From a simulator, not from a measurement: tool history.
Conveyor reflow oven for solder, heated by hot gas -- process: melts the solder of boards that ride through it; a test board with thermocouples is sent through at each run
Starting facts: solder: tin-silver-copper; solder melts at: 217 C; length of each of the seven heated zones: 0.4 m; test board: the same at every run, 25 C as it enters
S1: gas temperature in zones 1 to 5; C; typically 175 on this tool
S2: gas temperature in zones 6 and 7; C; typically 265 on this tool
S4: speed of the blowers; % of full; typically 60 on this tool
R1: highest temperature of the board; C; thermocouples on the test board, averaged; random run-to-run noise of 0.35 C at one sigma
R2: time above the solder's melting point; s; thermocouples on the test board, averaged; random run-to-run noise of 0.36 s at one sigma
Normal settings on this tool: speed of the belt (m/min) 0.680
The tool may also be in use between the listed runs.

run 1 day=0.000 | S1=175 S2=265 speed_of_the_belt_(m/min)=0.680 S4=60 | R1=246.3 R2=47.1
run 2 day=1.404 | S1=175 S2=265 speed_of_the_belt_(m/min)=0.680 S4=60 | R1=246.4 R2=47.2
run 3 day=2.596 | S1=175 S2=265 speed_of_the_belt_(m/min)=0.680 S4=60 | R1=246.0 R2=47.7
-- day=2.888 flux residue cleaned out of gas plates and filters
run 4 day=3.575 | S1=183 S2=265 speed_of_the_belt_(m/min)=0.680 S4=60 | R1=250.6 R2=54.7
run 5 day=4.275 | S1=183 S2=265 speed_of_the_belt_(m/min)=0.680 S4=60 | R1=250.9 R2=54.5
run 6 day=4.921 | S1=183 S2=265 speed_of_the_belt_(m/min)=0.680 S4=60 | R1=250.9 R2=54.9
run 7 day=6.033 | S1=164 S2=265 speed_of_the_belt_(m/min)=0.680 S4=60 | R1=246.9 R2=45.4
run 8 day=7.429 | S1=175 S2=265 speed_of_the_belt_(m/min)=0.680 S4=60 | R1=249.1 R2=50.6
run 9 day=8.038 | S1=175 S2=265 speed_of_the_belt_(m/min)=0.680 S4=53 | R1=247.9 R2=48.4
run 10 day=9.025 | S1=175 S2=265 speed_of_the_belt_(m/min)=0.680 S4=53 | R1=247.6 R2=49.0
run 11 day=9.992 | S1=175 S2=265 speed_of_the_belt_(m/min)=0.733 S4=60 | R1=246.6 R2=43.9
run 12 day=11.362 | S1=175 S2=265 speed_of_the_belt_(m/min)=0.733 S4=60 | R1=246.2 R2=43.8
run 13 day=12.100 | S1=175 S2=265 speed_of_the_belt_(m/min)=0.733 S4=60 | R1=245.7 R2=43.6
run 14 day=13.392 | S1=175 S2=265 speed_of_the_belt_(m/min)=0.680 S4=60 | R1=248.1 R2=50.1
run 15 day=14.708 | S1=175 S2=265 speed_of_the_belt_(m/min)=0.680 S4=60 | R1=248.8 R2=49.8
run 16 day=15.704 | S1=175 S2=263 speed_of_the_belt_(m/min)=0.680 S4=80 | R1=249.8 R2=51.4
run 17 day=16.388 | S1=168 S2=267 speed_of_the_belt_(m/min)=0.596 S4=82 | R1=256.9 R2=62.1
-- day=17.179 thermocouples of zones 6 and 7 changed
run 18 day=17.200 | S1=173 S2=259 speed_of_the_belt_(m/min)=0.596 S4=82 | R1=247.6 R2=58.5
run 19 day=18.071 | S1=173 S2=259 speed_of_the_belt_(m/min)=0.596 S4=82 | R1=247.9 R2=58.6
-- day=18.338 belt drive overhauled, speed set with a stopwatch
run 20 day=19.633 | S1=173 S2=259 speed_of_the_belt_(m/min)=0.596 S4=82 | R1=248.4 R2=58.8
run 21 day=20.896 | S1=173 S2=275 speed_of_the_belt_(m/min)=0.596 S4=82 | R1=262.8 R2=67.9
run 22 day=21.675 | S1=173 S2=275 speed_of_the_belt_(m/min)=0.596 S4=82 | R1=262.1 R2=67.7
run 23 day=22.612 | S1=173 S2=275 speed_of_the_belt_(m/min)=0.596 S4=82 | R1=262.4 R2=68.4
run 24 day=23.979 | S1=173 S2=275 speed_of_the_belt_(m/min)=0.596 S4=82 | R1=262.6 R2=67.4
run 25 day=25.038 | S1=182 S2=275 speed_of_the_belt_(m/min)=0.660 S4=60 | R1=256.9 R2=60.5
-- day=25.517 belt drive overhauled, speed set with a stopwatch, once more
run 26 day=26.246 | S1=182 S2=275 speed_of_the_belt_(m/min)=0.660 S4=61 | R1=257.2 R2=59.2
-- day=26.804 flux residue cleaned out of gas plates and filters
run 27 day=27.300 | S1=175 S2=272 speed_of_the_belt_(m/min)=0.542 S4=69 | R1=263.2 R2=76.6
run 28 day=28.162 | S1=175 S2=257 speed_of_the_belt_(m/min)=0.680 S4=74 | R1=244.2 R2=47.4
run 29 day=28.871 | S1=179 S2=265 speed_of_the_belt_(m/min)=0.790 S4=71 | R1=246.9 R2=43.0
run 30 day=30.042 | S1=164 S2=259 speed_of_the_belt_(m/min)=0.623 S4=60 | R1=244.7 R2=48.6

Each row is a separate what-if for the run after 30, all from the same tool condition, not one after another. Results?
run A day=30.800 | S1=183 S2=267 speed_of_the_belt_(m/min)=0.746 S4=60 | R1=? R2=?
run B day=30.800 | S1=175 S2=273 speed_of_the_belt_(m/min)=0.680 S4=60 | R1=? R2=?
run C day=30.800 | S1=184 S2=259 speed_of_the_belt_(m/min)=0.623 S4=60 | R1=? R2=?
run D day=30.800 | S1=174 S2=265 speed_of_the_belt_(m/min)=0.623 S4=60 | R1=? R2=?

run=A R1=249.5 R2=48.2
run=B R1=255.6 R2=54.5
run=C R1=247.9 R2=58.4
run=D R1=251.6 R2=57.0
Without the tool's unlogged condition, the same runs would have read:
run=A R1=249.2 R2=48.1
run=B R1=255.2 R2=54.4
run=C R1=247.4 R2=58.1
run=D R1=251.1 R2=56.8

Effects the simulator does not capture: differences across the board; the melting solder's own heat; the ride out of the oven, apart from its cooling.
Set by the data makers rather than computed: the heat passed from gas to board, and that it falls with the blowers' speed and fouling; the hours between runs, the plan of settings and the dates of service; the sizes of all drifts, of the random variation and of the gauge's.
